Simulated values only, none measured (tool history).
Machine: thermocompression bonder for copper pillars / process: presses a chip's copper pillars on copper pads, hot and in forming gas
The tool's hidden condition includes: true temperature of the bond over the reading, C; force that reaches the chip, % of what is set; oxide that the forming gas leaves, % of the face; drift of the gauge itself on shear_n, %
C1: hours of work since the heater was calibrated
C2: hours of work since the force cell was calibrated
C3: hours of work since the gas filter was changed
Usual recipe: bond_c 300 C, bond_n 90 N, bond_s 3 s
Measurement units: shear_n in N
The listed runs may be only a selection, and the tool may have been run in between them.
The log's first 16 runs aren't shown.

Run 17, day 27.092: usual settings but bond_c 308 C, bond_s 5 s; C1 67; C2 337; C3 113. Result: shear_n 80.9 N.
Run 18, day 29.3: usual settings but bond_c 308 C, bond_s 5 s; C1 89; C2 359; C3 134. Result: shear_n 80.4 N.
At day 30.158: forming gas filter changed.
Run 19, day 31.096: usual settings but bond_c 272 C, bond_n 72 N; C1 106; C2 377; C3 9. Result: shear_n 41.9 N.
Run 20, day 32.679: usual settings but bond_c 290 C, bond_n 72 N; C1 122; C2 393; C3 25. Result: shear_n 52 N.
Run 21, day 34.729: usual settings but bond_c 290 C, bond_n 72 N; C1 142; C2 413; C3 45. Result: shear_n 52.1 N.
Run 22, day 36.992: usual settings but bond_c 290 C, bond_n 72 N; C1 165; C2 435; C3 68. Result: shear_n 52.2 N.
Run 23, day 38.646: usual settings but bond_c 282 C, bond_n 92 N; C1 181; C2 452; C3 84. Result: shear_n 57.1 N.
Run 24, day 40.688: usual settings but bond_c 313 C, bond_n 88 N; C1 202; C2 472; C3 105. Result: shear_n 72.4 N.
Run 25, day 42.533: usual settings but bond_c 313 C, bond_n 88 N; C1 220; C2 490; C3 123. Result: shear_n 73 N.

For run 26, what comes out?
At day 44.612: forming gas filter changed.
Run 26, day 44.612: usual settings but bond_c 296 C, bond_n 116 N, bond_s 2 s; C1 241; C2 511; C3 0. Result: shear_n ?.

Run 26 measured shear_n 67.1 N.
With no hidden state in the tool, this same run would have given shear_n 68.1 N.
